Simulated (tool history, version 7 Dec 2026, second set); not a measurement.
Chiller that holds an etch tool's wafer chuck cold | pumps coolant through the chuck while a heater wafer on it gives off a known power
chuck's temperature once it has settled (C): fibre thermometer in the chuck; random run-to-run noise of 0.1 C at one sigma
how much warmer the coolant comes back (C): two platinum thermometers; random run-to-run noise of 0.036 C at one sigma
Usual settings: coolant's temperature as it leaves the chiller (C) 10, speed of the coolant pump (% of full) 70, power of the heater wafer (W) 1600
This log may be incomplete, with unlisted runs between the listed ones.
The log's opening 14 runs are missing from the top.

run	hour	coolant's temperature as it leaves the chiller (C)	speed of the coolant pump (% of full)	power of the heater wafer (W)	chuck's temperature once it has settled (C)	how much warmer the coolant comes back (C)
15	1254.3	14	70	1600	29.9	7
16	1381	11	70	1600	26.9	6.98
17	1483.5	11	79	977	19.5	3.81
# hour 1527.9: chiller's thermometer calibrated
18	1608.5	11	79	1649	26.1	6.35
19	1716.8	9	61	2187	33.6	11.07
20	1783.6	14	66	1857	33.7	8.71
21	1866.3	9	66	1682	26.7	7.86
22	1944.9	7	90	2051	23.9	6.97
23	2015.8	8	76	1600	23.2	6.47
24	2106.6	8	76	1600	23.4	6.44
25	2197.5	10	69	2318	33.9	10.45
26	2325.1	6	75	1220	17.9	5.1
27	2384.6	6	75	1237	18.1	5.05
28	2447	2	75	816	9.9	3.39

Run 29, settings as shown, results not yet in. Your forecast:
29	2513	13	96	816	?	?

Run 29 yielded chuck's temperature once it has settled (C) 19.5, how much warmer the coolant comes back (C) 2.56.
Had the tool carried no hidden state, the very same run would have given chuck's temperature once it has settled (C) 18.6, how much warmer the coolant comes back (C) 2.37.

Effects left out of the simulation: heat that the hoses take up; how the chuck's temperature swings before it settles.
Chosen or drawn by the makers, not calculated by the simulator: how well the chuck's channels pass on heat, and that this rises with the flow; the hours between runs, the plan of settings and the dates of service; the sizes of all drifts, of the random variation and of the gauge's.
